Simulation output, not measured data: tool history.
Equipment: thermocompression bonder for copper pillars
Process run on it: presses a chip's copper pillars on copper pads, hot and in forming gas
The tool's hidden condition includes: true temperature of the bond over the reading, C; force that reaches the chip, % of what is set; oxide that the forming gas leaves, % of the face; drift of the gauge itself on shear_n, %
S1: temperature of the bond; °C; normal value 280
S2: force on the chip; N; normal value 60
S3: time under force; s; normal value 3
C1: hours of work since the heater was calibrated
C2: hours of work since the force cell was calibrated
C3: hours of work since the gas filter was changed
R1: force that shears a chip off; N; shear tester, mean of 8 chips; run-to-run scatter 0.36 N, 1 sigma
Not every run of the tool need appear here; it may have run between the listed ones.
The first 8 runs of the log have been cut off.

run   hour   S1  S2  S3   C1    C2   C3     R1
  9  368.5  289  60   3  452  1233  300  109.9
 10  407.7  289  60   3  471  1252  319  110.2
 11  467.9  289  59   3  500  1281  348  108.8
     504.1  -- heater calibrated with a thermocouple chip
 12  520.3  289  59   3    8  1305  373  106.9
     559.1  -- forming gas filter changed
 13  567.9  280  60   2   31  1328    4   91.9
 14  595.2  280  60   3   44  1341   17  101.9
 15  654.7  280  60   3   72  1370   46  102.1
 16  710.7  280  60   3  100  1397   73  102.2
 17  764.2  253  60   3  125  1423   99   71.5

Run 18 is up next; what results do you expect?
 18  801.5  289  60   2  143  1441  117   ?

Run 18 produced R1 101.3 N.
Had the tool carried no hidden state, the very same run would have given R1 102.5 N.
